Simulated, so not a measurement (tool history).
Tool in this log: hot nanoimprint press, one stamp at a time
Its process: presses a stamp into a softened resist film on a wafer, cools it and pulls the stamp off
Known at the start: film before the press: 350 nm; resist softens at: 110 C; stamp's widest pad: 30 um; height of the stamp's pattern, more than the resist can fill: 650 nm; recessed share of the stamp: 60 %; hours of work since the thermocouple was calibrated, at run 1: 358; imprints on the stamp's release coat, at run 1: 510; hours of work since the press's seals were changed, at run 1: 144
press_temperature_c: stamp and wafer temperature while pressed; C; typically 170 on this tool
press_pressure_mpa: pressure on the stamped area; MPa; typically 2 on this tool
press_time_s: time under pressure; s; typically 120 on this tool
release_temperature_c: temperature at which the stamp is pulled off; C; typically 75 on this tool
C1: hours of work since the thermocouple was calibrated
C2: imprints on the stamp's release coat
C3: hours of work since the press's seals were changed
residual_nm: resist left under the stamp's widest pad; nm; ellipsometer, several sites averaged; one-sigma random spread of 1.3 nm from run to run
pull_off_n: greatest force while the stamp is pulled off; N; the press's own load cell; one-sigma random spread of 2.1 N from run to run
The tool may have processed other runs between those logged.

run 1 day=0 | press_temperature_c=170 press_pressure_mpa=2 press_time_s=120 release_temperature_c=75 | C1=358 C2=510 C3=144 | residual_nm=217.9 pull_off_n=205
run 2 day=1.338 | press_temperature_c=170 press_pressure_mpa=2 press_time_s=120 release_temperature_c=75 | C1=381 C2=609 C3=166 | residual_nm=215.7 pull_off_n=206
run 3 day=2.596 | press_temperature_c=170 press_pressure_mpa=2 press_time_s=120 release_temperature_c=75 | C1=402 C2=701 C3=187 | residual_nm=219.1 pull_off_n=206
run 4 day=3.629 | press_temperature_c=170 press_pressure_mpa=2 press_time_s=120 release_temperature_c=75 | C1=419 C2=777 C3=205 | residual_nm=217.7 pull_off_n=211
run 5 day=4.992 | press_temperature_c=170 press_pressure_mpa=2 press_time_s=120 release_temperature_c=70 | C1=442 C2=877 C3=227 | residual_nm=219 pull_off_n=226
run 6 day=5.95 | press_temperature_c=170 press_pressure_mpa=2 press_time_s=120 release_temperature_c=75 | C1=458 C2=948 C3=243 | residual_nm=218.5 pull_off_n=215
run 7 day=7.238 | press_temperature_c=170 press_pressure_mpa=2 press_time_s=120 release_temperature_c=75 | C1=479 C2=1043 C3=265 | residual_nm=221.7 pull_off_n=212
-- day=8.388 stamp cleaned and given a new release coat
run 8 day=8.438 | press_temperature_c=170 press_pressure_mpa=2.28 press_time_s=120 release_temperature_c=75 | C1=495 C2=3 C3=281 | residual_nm=211.7 pull_off_n=192
run 9 day=9.558 | press_temperature_c=170 press_pressure_mpa=2.28 press_time_s=120 release_temperature_c=75 | C1=514 C2=86 C3=299 | residual_nm=214.3 pull_off_n=197
-- day=10.579 plate thermocouple calibrated
run 10 day=10.892 | press_temperature_c=165 press_pressure_mpa=2 press_time_s=120 release_temperature_c=75 | C1=5 C2=175 C3=320 | residual_nm=249.4 pull_off_n=196
run 11 day=11.525 | press_temperature_c=170 press_pressure_mpa=2 press_time_s=120 release_temperature_c=75 | C1=16 C2=221 C3=330 | residual_nm=205.8 pull_off_n=197
run 12 day=12.833 | press_temperature_c=170 press_pressure_mpa=2 press_time_s=120 release_temperature_c=75 | C1=38 C2=317 C3=352 | residual_nm=204.7 pull_off_n=197
run 13 day=13.921 | press_temperature_c=170 press_pressure_mpa=1.64 press_time_s=120 release_temperature_c=75 | C1=56 C2=397 C3=370 | residual_nm=217.8 pull_off_n=199
run 14 day=14.983 | press_temperature_c=170 press_pressure_mpa=1.64 press_time_s=120 release_temperature_c=75 | C1=74 C2=476 C3=388 | residual_nm=218.9 pull_off_n=200
run 15 day=16.258 | press_temperature_c=170 press_pressure_mpa=2 press_time_s=146 release_temperature_c=75 | C1=95 C2=569 C3=409 | residual_nm=194.6 pull_off_n=201
run 16 day=17.5 | press_temperature_c=170 press_pressure_mpa=2.01 press_time_s=64 release_temperature_c=75 | C1=116 C2=660 C3=430 | residual_nm=249.5 pull_off_n=203
run 17 day=18.408 | press_temperature_c=170 press_pressure_mpa=1.49 press_time_s=101 release_temperature_c=80 | C1=131 C2=727 C3=445 | residual_nm=235.9 pull_off_n=192
run 18 day=19.721 | press_temperature_c=170 press_pressure_mpa=1.49 press_time_s=101 release_temperature_c=80 | C1=153 C2=824 C3=467 | residual_nm=238 pull_off_n=196
run 19 day=20.65 | press_temperature_c=167 press_pressure_mpa=2 press_time_s=62 release_temperature_c=75 | C1=168 C2=892 C3=483 | residual_nm=277.1 pull_off_n=212
run 20 day=21.608 | press_temperature_c=170 press_pressure_mpa=2.31 press_time_s=120 release_temperature_c=73 | C1=184 C2=963 C3=499 | residual_nm=201.1 pull_off_n=213
run 21 day=22.521 | press_temperature_c=170 press_pressure_mpa=2.5 press_time_s=120 release_temperature_c=75 | C1=199 C2=1030 C3=514 | residual_nm=196.2 pull_off_n=212
-- day=23.821 stamp cleaned and given a new release coat
run 22 day=24.008 | press_temperature_c=163 press_pressure_mpa=1.73 press_time_s=61 release_temperature_c=67 | C1=220 C2=14 C3=534 | residual_nm=310.8 pull_off_n=208
run 23 day=25.379 | press_temperature_c=170 press_pressure_mpa=2 press_time_s=176 release_temperature_c=75 | C1=243 C2=115 C3=557 | residual_nm=185.9 pull_off_n=191
run 24 day=25.95 | press_temperature_c=170 press_pressure_mpa=2 press_time_s=176 release_temperature_c=75 | C1=253 C2=156 C3=567 | residual_nm=186.6 pull_off_n=193
run 25 day=27.221 | press_temperature_c=170 press_pressure_mpa=2 press_time_s=176 release_temperature_c=75 | C1=274 C2=250 C3=588 | residual_nm=185.2 pull_off_n=192
run 26 day=27.833 | press_temperature_c=167 press_pressure_mpa=1.7 press_time_s=93 release_temperature_c=70 | C1=284 C2=295 C3=598 | residual_nm=260.5 pull_off_n=207
run 27 day=28.433 | press_temperature_c=167 press_pressure_mpa=1.34 press_time_s=93 release_temperature_c=76 | C1=294 C2=339 C3=608 | residual_nm=279.5 pull_off_n=197
run 28 day=29.233 | press_temperature_c=165 press_pressure_mpa=1.5 press_time_s=179 release_temperature_c=75 | C1=307 C2=398 C3=622 | residual_nm=250.1 pull_off_n=201
run 29 day=29.883 | press_temperature_c=165 press_pressure_mpa=1.5 press_time_s=179 release_temperature_c=75 | C1=318 C2=446 C3=633 | residual_nm=248.5 pull_off_n=201
run 30 day=31.242 | press_temperature_c=177 press_pressure_mpa=2 press_time_s=120 release_temperature_c=80 | C1=341 C2=545 C3=655 | residual_nm=158.5 pull_off_n=191

For each entry between runs, how does the tool's hidden state at the last listed run before it compare with that at the first listed run after it?
After run 7, before run 8: stamp cleaned and given a new release coat (day 8.388)
  true temperature over the reading, C: -1.48 -> -1.52; pressure that arrives at the usual setting, %: 98.89 -> 98.81; grip of the stamp's worn release coat, % over a new coat's: 11 -> 0
  measured less the result without the state, residual_nm: +13.9 -> +14.4 nm; pull_off_n: +25 -> +4 N
After run 9, before run 10: plate thermocouple calibrated (day 10.579)
  true temperature over the reading, C: -1.58 -> 0.25; pressure that arrives at the usual setting, %: 98.72 -> 98.62; grip of the stamp's worn release coat, % over a new coat's: 0.9 -> 1.8
  measured less the result without the state, residual_nm: +15.2 -> -1.3 nm; pull_off_n: +6 -> +3 N
After run 21, before run 22: stamp cleaned and given a new release coat (day 23.821)
  true temperature over the reading, C: -0.32 -> -0.38; pressure that arrives at the usual setting, %: 97.69 -> 97.59; grip of the stamp's worn release coat, % over a new coat's: 10.9 -> 0.1
  measured less the result without the state, residual_nm: +4.8 -> +2.8 nm; pull_off_n: +21 -> +1 N

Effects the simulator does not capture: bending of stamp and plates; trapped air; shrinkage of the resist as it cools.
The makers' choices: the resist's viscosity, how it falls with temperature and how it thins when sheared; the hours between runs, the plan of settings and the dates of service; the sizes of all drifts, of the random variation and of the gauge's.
